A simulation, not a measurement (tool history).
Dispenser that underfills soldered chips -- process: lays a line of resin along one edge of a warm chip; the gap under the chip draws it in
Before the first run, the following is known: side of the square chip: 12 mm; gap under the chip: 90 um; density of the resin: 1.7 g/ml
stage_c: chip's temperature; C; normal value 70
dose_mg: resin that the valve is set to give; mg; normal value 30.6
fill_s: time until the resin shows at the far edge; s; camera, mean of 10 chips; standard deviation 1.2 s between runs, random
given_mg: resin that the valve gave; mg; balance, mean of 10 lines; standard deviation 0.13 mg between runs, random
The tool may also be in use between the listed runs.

run   hour  stage_c  dose_mg  fill_s  given_mg
  1      0       70     30.6     135     30.38
  2    3.3       70     30.6   162.7     30.26
  3    6.4       70     30.6     186     30.16
  4     10       83     30.6   133.7      30.4
  5   13.7       83     30.6   162.8     30.24
      14.9  -- new syringe of resin
  6   18.4       83     30.6    84.5     30.03
  7   22.5       70     27.6   178.6     27.23
  8   26.9       70     27.6   221.9     26.93
      32.3  -- new syringe of resin
  9   33.7       70     26.8   132.6      26.1
 10   40.2       70     26.8   180.3     26.26
 11     43       70     26.8   206.1      26.2
      49.5  -- new syringe of resin
 12   49.6       70     26.8   122.4     25.99
 13   54.8       70     26.8     160     25.91
 14   60.8       70     26.8   213.4     25.74
      64.2  -- dispensing valve cleaned and set on the balance
 15   65.8       70     26.8   260.2     26.51
      67.7  -- new syringe of resin
 16   71.4       70     26.8     143     26.71
 17   74.4       71       33   154.6     32.96
 18     80       66     32.6   246.6     32.46
      85.1  -- new syringe of resin
 19   85.4       75     37.8    95.5     37.38
 20   91.3       60     33.2   234.6     32.69
 21   94.2       60     33.2   278.2     32.57
 22   98.8       60     33.2   349.2     32.78
     102.3  -- new syringe of resin
 23  104.9       70     30.4   136.7     29.86
 24  110.5       55     33.5   328.2     32.83
 25  116.8       55     33.5   449.9     32.72
     119.5  -- new syringe of resin
 26  122.6       55     33.5   256.8     32.43
 27  127.2       72     26.2   169.9     25.59
 28  132.4       57     32.9     377     31.93

What if the next run were any one of these 5? Each begins from the tool's condition after run 28:
  A  136.1       74     32.9       ?         ?
  B  136.1       72     30.6       ?         ?
  C  136.1       66     27.6       ?         ?
  D  136.1       70     38.3       ?         ?
  E  136.1       74     28.4       ?         ?

run  fill_s  given_mg
  A   227.9     31.93
  B   246.5     29.56
  C   324.9      26.7
  D   261.4     36.93
  E   236.8     27.38
With no hidden state in the tool, these same runs would have given:
run  fill_s  given_mg
  A    98.3     32.97
  B   105.8     30.51
  C   138.8     27.56
  D   112.8     38.13
  E   101.6     28.26
